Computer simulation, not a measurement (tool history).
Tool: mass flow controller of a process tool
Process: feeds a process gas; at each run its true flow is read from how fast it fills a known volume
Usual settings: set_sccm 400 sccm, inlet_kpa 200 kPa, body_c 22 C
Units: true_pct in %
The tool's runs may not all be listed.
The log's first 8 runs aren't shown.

| run | hour | set_sccm | inlet_kpa | body_c | hours of work since the controller was set to zero | hours of work since the controller was changed | true_pct |
|---|---|---|---|---|---|---|---|
| 9 | 1317.7 | 400 | 157 | 40 | 3272 | 3272 | 102.52 |
| 10 | 1445.5 | 400 | 157 | 40 | 3318 | 3318 | 102.79 |
| 11 | 1641.5 | 400 | 234 | 22 | 3388 | 3388 | 101.68 |
| 12 | 1737.6 | 400 | 200 | 22 | 3422 | 3422 | 101.41 |
| 13 | 1894.9 | 400 | 200 | 22 | 3479 | 3479 | 101.46 |
| 14 | 2006.0 | 400 | 200 | 22 | 3519 | 3519 | 101.43 |
| 15 | 2130.8 | 400 | 200 | 22 | 3563 | 3563 | 101.52 |
| 16 | 2219.9 | 400 | 200 | 22 | 3595 | 3595 | 101.41 |
| 17 | 2404.3 | 400 | 200 | 22 | 3661 | 3661 | 101.60 |
| 18 | 2549.0 | 400 | 200 | 22 | 3713 | 3713 | 101.55 |
| 19 | 2730.8 | 400 | 200 | 22 | 3778 | 3778 | 101.65 |
| 20 | 2859.0 | 400 | 200 | 22 | 3824 | 3824 | 101.59 |
| 21 | 3068.3 | 400 | 200 | 34 | 3899 | 3899 | 102.66 |
| 22 | 3206.2 | 400 | 200 | 34 | 3949 | 3949 | 102.90 |
| 23 | 3295.4 | 400 | 200 | 34 | 3981 | 3981 | 102.68 |
| 24 | 3459.3 | 400 | 200 | 34 | 4040 | 4040 | 102.86 |

The next listed run, before its measurement:
| 25 | 3560.2 | 400 | 154 | 33 | 4076 | 4076 | ? |

{"run 25": {"true_pct": 102.54}}
Without the tool's hidden state the same run would have given true_pct 100.13 %.

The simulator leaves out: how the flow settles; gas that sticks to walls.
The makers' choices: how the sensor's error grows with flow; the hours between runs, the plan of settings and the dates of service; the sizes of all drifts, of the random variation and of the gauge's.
